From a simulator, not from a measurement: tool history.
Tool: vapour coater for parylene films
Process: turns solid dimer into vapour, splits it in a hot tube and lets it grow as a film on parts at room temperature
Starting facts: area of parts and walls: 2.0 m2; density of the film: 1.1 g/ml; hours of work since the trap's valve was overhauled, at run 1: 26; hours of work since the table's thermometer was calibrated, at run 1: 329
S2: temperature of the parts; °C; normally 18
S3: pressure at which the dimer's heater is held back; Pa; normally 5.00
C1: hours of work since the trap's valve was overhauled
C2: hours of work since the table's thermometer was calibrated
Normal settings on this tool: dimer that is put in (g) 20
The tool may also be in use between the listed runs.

{"run": 1, "day": 0.0, "dimer that is put in (g)": 20, "S2": 18, "S3": 5.0, "C1": 26, "C2": 329, "thickness of the film (nm)": 5820}
{"run": 2, "day": 0.442, "dimer that is put in (g)": 20, "S2": 18, "S3": 5.0, "C1": 34, "C2": 337, "thickness of the film (nm)": 5860}
{"run": 3, "day": 0.792, "dimer that is put in (g)": 20, "S2": 26, "S3": 5.0, "C1": 41, "C2": 344, "thickness of the film (nm)": 4540}
{"run": 4, "day": 1.388, "dimer that is put in (g)": 20, "S2": 26, "S3": 5.0, "C1": 52, "C2": 355, "thickness of the film (nm)": 4470}
{"run": 5, "day": 1.771, "dimer that is put in (g)": 20, "S2": 18, "S3": 5.0, "C1": 59, "C2": 362, "thickness of the film (nm)": 5860}
{"run": 6, "day": 2.412, "dimer that is put in (g)": 20, "S2": 18, "S3": 5.0, "C1": 71, "C2": 374, "thickness of the film (nm)": 5820}
{"run": 7, "day": 2.738, "dimer that is put in (g)": 20, "S2": 18, "S3": 5.0, "C1": 77, "C2": 380, "thickness of the film (nm)": 5820}
{"run": 8, "day": 3.217, "dimer that is put in (g)": 20, "S2": 18, "S3": 5.0, "C1": 86, "C2": 389, "thickness of the film (nm)": 5820}
{"run": 9, "day": 3.617, "dimer that is put in (g)": 20, "S2": 18, "S3": 5.0, "C1": 94, "C2": 397, "thickness of the film (nm)": 5890}
{"run": 10, "day": 4.096, "dimer that is put in (g)": 20, "S2": 18, "S3": 5.0, "C1": 103, "C2": 406, "thickness of the film (nm)": 5920}
{"run": 11, "day": 4.604, "dimer that is put in (g)": 20, "S2": 18, "S3": 5.0, "C1": 113, "C2": 415, "thickness of the film (nm)": 5760}
{"run": 12, "day": 5.233, "dimer that is put in (g)": 20, "S2": 18, "S3": 5.0, "C1": 124, "C2": 427, "thickness of the film (nm)": 5830}
{"run": 13, "day": 5.642, "dimer that is put in (g)": 17, "S2": 23, "S3": 4.97, "C1": 132, "C2": 435, "thickness of the film (nm)": 4180}
{"run": 14, "day": 6.221, "dimer that is put in (g)": 17, "S2": 23, "S3": 4.97, "C1": 143, "C2": 446, "thickness of the film (nm)": 4200}
{"run": 15, "day": 6.833, "dimer that is put in (g)": 14, "S2": 18, "S3": 2.62, "C1": 154, "C2": 457, "thickness of the film (nm)": 4420}
{"run": 16, "day": 7.329, "dimer that is put in (g)": 19, "S2": 13, "S3": 2.62, "C1": 164, "C2": 466, "thickness of the film (nm)": 7110}
{"run": 17, "day": 7.733, "dimer that is put in (g)": 14, "S2": 25, "S3": 11.38, "C1": 171, "C2": 474, "thickness of the film (nm)": 2910}
{"run": 18, "day": 8.088, "dimer that is put in (g)": 14, "S2": 23, "S3": 3.97, "C1": 178, "C2": 481, "thickness of the film (nm)": 3520}
{"run": 19, "day": 8.571, "dimer that is put in (g)": 31, "S2": 20, "S3": 6.72, "C1": 187, "C2": 490, "thickness of the film (nm)": 8090}

Below are 5 alternative next runs, each starting from the tool's condition after run 19. Predict each:
{"run": "A", "day": 9.046, "dimer that is put in (g)": 13, "S2": 19, "S3": 11.85, "C1": 196, "C2": 499, "thickness of the film (nm)": "?"}
{"run": "B", "day": 9.046, "dimer that is put in (g)": 21, "S2": 25, "S3": 3.96, "C1": 196, "C2": 499, "thickness of the film (nm)": "?"}
{"run": "C", "day": 9.046, "dimer that is put in (g)": 31, "S2": 20, "S3": 2.58, "C1": 196, "C2": 499, "thickness of the film (nm)": "?"}
{"run": "D", "day": 9.046, "dimer that is put in (g)": 18, "S2": 18, "S3": 5.0, "C1": 196, "C2": 499, "thickness of the film (nm)": "?"}
{"run": "E", "day": 9.046, "dimer that is put in (g)": 10, "S2": 24, "S3": 8.97, "C1": 196, "C2": 499, "thickness of the film (nm)": "?"}

run=A thickness_of_the_film_(nm)=3400
run=B thickness_of_the_film_(nm)=4970
run=C thickness_of_the_film_(nm)=9170
run=D thickness_of_the_film_(nm)=5220
run=E thickness_of_the_film_(nm)=2270
Stripped of hidden state, with their random variation kept, the same runs would have yielded:
run=A thickness_of_the_film_(nm)=3410
run=B thickness_of_the_film_(nm)=4980
run=C thickness_of_the_film_(nm)=9190
run=D thickness_of_the_film_(nm)=5240
run=E thickness_of_the_film_(nm)=2280
